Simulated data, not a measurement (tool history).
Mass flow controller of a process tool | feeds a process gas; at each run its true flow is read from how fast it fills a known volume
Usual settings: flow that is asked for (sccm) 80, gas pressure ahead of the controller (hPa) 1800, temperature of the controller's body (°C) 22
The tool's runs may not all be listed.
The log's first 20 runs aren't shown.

run	hour	flow that is asked for (sccm)	gas pressure ahead of the controller (hPa)	temperature of the controller's body (°C)	true flow (%)
21	3605.7	80	1590	22	98.66
22	3806.8	80	1800	22	98.89
23	4044	80	1800	22	98.81
24	4243.7	80	1800	22	98.8
25	4447.4	52	1690	22	98.37
26	4582.1	45	2600	28	98.7
27	4714.4	20	1980	31	98.34
28	4905.9	20	1980	31	98.24
29	5112.3	99	1800	22	98.78
30	5303	99	1800	22	98.69
31	5446.8	18	2630	22	99.56
32	5658.6	30	1640	32	97.64
33	5831.3	80	1770	30	97.9
34	6030.7	80	2350	30	98.3
35	6238.6	80	2350	30	98.17
36	6351.7	67	2680	22	99.02
37	6468	40	1800	21	98.25
38	6638.5	40	1800	21	98.24
39	6805.2	80	2650	22	99.02
40	7056.9	22	2590	22	99.26

Run 41 comes next. What will it give?
41	7256.1	22	2590	22	?

{"run 41": {"true flow (%)": 99.2}}
Without the tool's hidden state the same run would have given true flow (%) 99.77.
